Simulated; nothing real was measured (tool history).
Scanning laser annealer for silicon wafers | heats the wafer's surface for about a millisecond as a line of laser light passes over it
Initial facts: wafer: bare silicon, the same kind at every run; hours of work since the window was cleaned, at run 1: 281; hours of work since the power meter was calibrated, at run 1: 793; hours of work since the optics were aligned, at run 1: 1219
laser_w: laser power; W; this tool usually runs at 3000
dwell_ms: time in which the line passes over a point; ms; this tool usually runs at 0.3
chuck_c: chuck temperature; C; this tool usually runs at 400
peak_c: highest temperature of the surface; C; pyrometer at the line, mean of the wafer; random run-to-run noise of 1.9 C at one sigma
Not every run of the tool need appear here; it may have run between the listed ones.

| run | hour | laser_w | dwell_ms | chuck_c | hours of work since the window was cleaned | hours of work since the power meter was calibrated | hours of work since the optics were aligned | peak_c |
|---|---|---|---|---|---|---|---|---|
| 1 | 0 | 3000 | 0.3 | 400 | 281 | 793 | 1219 | 1165 |
| 2 | 36.6 | 3000 | 0.3 | 400 | 302 | 813 | 1240 | 1164 |
| 3 | 71.3 | 3000 | 0.3 | 400 | 322 | 833 | 1260 | 1165 |
| 4 | 117.6 | 3000 | 0.3 | 400 | 348 | 859 | 1286 | 1156 |
| 5 | 159.3 | 3000 | 0.3 | 400 | 372 | 883 | 1310 | 1158 |
| 6 | 186.6 | 3000 | 0.3 | 400 | 387 | 898 | 1325 | 1156 |
| 7 | 218.5 | 3000 | 0.3 | 400 | 405 | 916 | 1343 | 1153 |
| 8 | 250.8 | 3000 | 0.3 | 423 | 423 | 935 | 1361 | 1173 |
| 9 | 276.3 | 3000 | 0.3 | 400 | 438 | 949 | 1376 | 1144 |
|  | 293.2 | window over the wafer cleaned |
| 10 | 318.8 | 3000 | 0.3 | 400 | 15 | 972 | 1399 | 1196 |
| 11 | 359.2 | 3000 | 0.3 | 416 | 37 | 995 | 1422 | 1212 |
| 12 | 396.6 | 3000 | 0.3 | 400 | 59 | 1016 | 1443 | 1194 |
| 13 | 427.4 | 3000 | 0.3 | 400 | 76 | 1034 | 1460 | 1188 |
| 14 | 461.8 | 3000 | 0.3 | 400 | 95 | 1053 | 1480 | 1191 |
| 15 | 489.1 | 3000 | 0.3 | 400 | 111 | 1069 | 1495 | 1190 |
| 16 | 535.6 | 3000 | 0.3 | 400 | 137 | 1095 | 1522 | 1183 |
| 17 | 577.7 | 3000 | 0.262 | 400 | 161 | 1119 | 1545 | 1128 |
| 18 | 625.3 | 3000 | 0.262 | 400 | 188 | 1146 | 1572 | 1122 |
| 19 | 671.4 | 3000 | 0.262 | 400 | 214 | 1172 | 1598 | 1123 |
| 20 | 699.7 | 3000 | 0.262 | 400 | 230 | 1188 | 1615 | 1118 |
| 21 | 742.2 | 3000 | 0.249 | 400 | 254 | 1212 | 1639 | 1096 |
| 22 | 788.6 | 2570 | 0.322 | 400 | 281 | 1238 | 1665 | 1062 |
| 23 | 827.5 | 3003 | 0.347 | 398 | 303 | 1260 | 1687 | 1222 |
|  | 861 | optics aligned, line set to its width |
| 24 | 874.9 | 3003 | 0.332 | 398 | 327 | 1284 | 8 | 1205 |
| 25 | 906.9 | 3103 | 0.3 | 400 | 345 | 1302 | 26 | 1198 |
| 26 | 938.1 | 3000 | 0.3 | 380 | 362 | 1320 | 44 | 1143 |
| 27 | 971.1 | 3103 | 0.3 | 400 | 381 | 1339 | 62 | 1191 |
| 28 | 1003.7 | 2562 | 0.234 | 383 | 399 | 1357 | 81 | 936 |

Predict the results of run 29:
| 29 | 1026.6 | 3000 | 0.372 | 400 | 412 | 1370 | 94 | ? |

peak_c: 1247 C
Were there no unlogged condition in the tool, this run, its random variation unchanged, would have produced peak_c 1309 C.
